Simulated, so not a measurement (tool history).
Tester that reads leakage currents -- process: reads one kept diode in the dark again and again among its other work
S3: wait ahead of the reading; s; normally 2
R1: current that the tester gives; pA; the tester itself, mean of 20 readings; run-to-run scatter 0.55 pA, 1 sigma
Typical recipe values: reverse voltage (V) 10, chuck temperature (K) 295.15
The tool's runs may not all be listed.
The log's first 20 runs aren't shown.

{"run": 21, "hour": 1978.5, "reverse voltage (V)": 10, "chuck temperature (K)": 295.15, "S3": 2, "R1": 163.76}
{"run": 22, "hour": 2095.3, "reverse voltage (V)": 10, "chuck temperature (K)": 295.15, "S3": 2, "R1": 161.31}
{"run": 23, "hour": 2155.2, "reverse voltage (V)": 10, "chuck temperature (K)": 295.15, "S3": 2, "R1": 160.55}
{"run": 24, "hour": 2262.4, "reverse voltage (V)": 4.8, "chuck temperature (K)": 295.15, "S3": 7.66, "R1": 121.27}
{"run": 25, "hour": 2353.9, "reverse voltage (V)": 16.1, "chuck temperature (K)": 322.15, "S3": 2.71, "R1": 1644.37}
{"run": 26, "hour": 2419.1, "reverse voltage (V)": 16.1, "chuck temperature (K)": 307.15, "S3": 3.6, "R1": 514.13}
{"run": 27, "hour": 2478.7, "reverse voltage (V)": 8.1, "chuck temperature (K)": 295.15, "S3": 0.32, "R1": 148.07}
{"hour": 2510.0, "done": "probe card cleaned and baked, once more"}
{"run": 28, "hour": 2618.2, "reverse voltage (V)": 10, "chuck temperature (K)": 295.15, "S3": 5.79, "R1": 149.72}
{"run": 29, "hour": 2682.1, "reverse voltage (V)": 10, "chuck temperature (K)": 313.15, "S3": 2, "R1": 680.96}
{"run": 30, "hour": 2743.9, "reverse voltage (V)": 1.9, "chuck temperature (K)": 313.15, "S3": 0.55, "R1": 377.08}
{"hour": 2799.9, "done": "chuck's temperature calibrated"}
{"run": 31, "hour": 2826.1, "reverse voltage (V)": 10, "chuck temperature (K)": 330.15, "S3": 2, "R1": 2845.61}
{"run": 32, "hour": 2932.5, "reverse voltage (V)": 3, "chuck temperature (K)": 323.15, "S3": 1.08, "R1": 1109.98}
{"run": 33, "hour": 2993.7, "reverse voltage (V)": 3, "chuck temperature (K)": 323.15, "S3": 1.08, "R1": 1105.29}
{"run": 34, "hour": 3088.2, "reverse voltage (V)": 1.1, "chuck temperature (K)": 295.15, "S3": 1.11, "R1": 80.97}
{"run": 35, "hour": 3160.8, "reverse voltage (V)": 7.2, "chuck temperature (K)": 299.15, "S3": 0.35, "R1": 225.73}
{"run": 36, "hour": 3272.0, "reverse voltage (V)": 1.7, "chuck temperature (K)": 317.15, "S3": 0.62, "R1": 572.77}
{"run": 37, "hour": 3376.9, "reverse voltage (V)": 1.7, "chuck temperature (K)": 293.15, "S3": 0.62, "R1": 78.37}
{"run": 38, "hour": 3455.4, "reverse voltage (V)": 10, "chuck temperature (K)": 319.15, "S3": 2, "R1": 1231.6}
{"run": 39, "hour": 3562.0, "reverse voltage (V)": 7.3, "chuck temperature (K)": 300.15, "S3": 6.77, "R1": 240.32}

Each row is a separate what-if for the run after 39, all from the same tool condition, not one after another. Results?
{"run": "A", "hour": 3643.1, "reverse voltage (V)": 5.6, "chuck temperature (K)": 297.15, "S3": 2.19, "R1": "?"}
{"run": "B", "hour": 3643.1, "reverse voltage (V)": 7.3, "chuck temperature (K)": 310.15, "S3": 6.77, "R1": "?"}
{"run": "C", "hour": 3643.1, "reverse voltage (V)": 7.3, "chuck temperature (K)": 298.15, "S3": 6.77, "R1": "?"}
{"run": "D", "hour": 3643.1, "reverse voltage (V)": 10, "chuck temperature (K)": 312.15, "S3": 6.27, "R1": "?"}

run=A R1=167.94
run=B R1=542.08
run=C R1=200.55
run=D R1=711.63
What these runs would have given with no unlogged condition in the tool:
run=A R1=176.88
run=B R1=569.58
run=C R1=211.09
run=D R1=747.22

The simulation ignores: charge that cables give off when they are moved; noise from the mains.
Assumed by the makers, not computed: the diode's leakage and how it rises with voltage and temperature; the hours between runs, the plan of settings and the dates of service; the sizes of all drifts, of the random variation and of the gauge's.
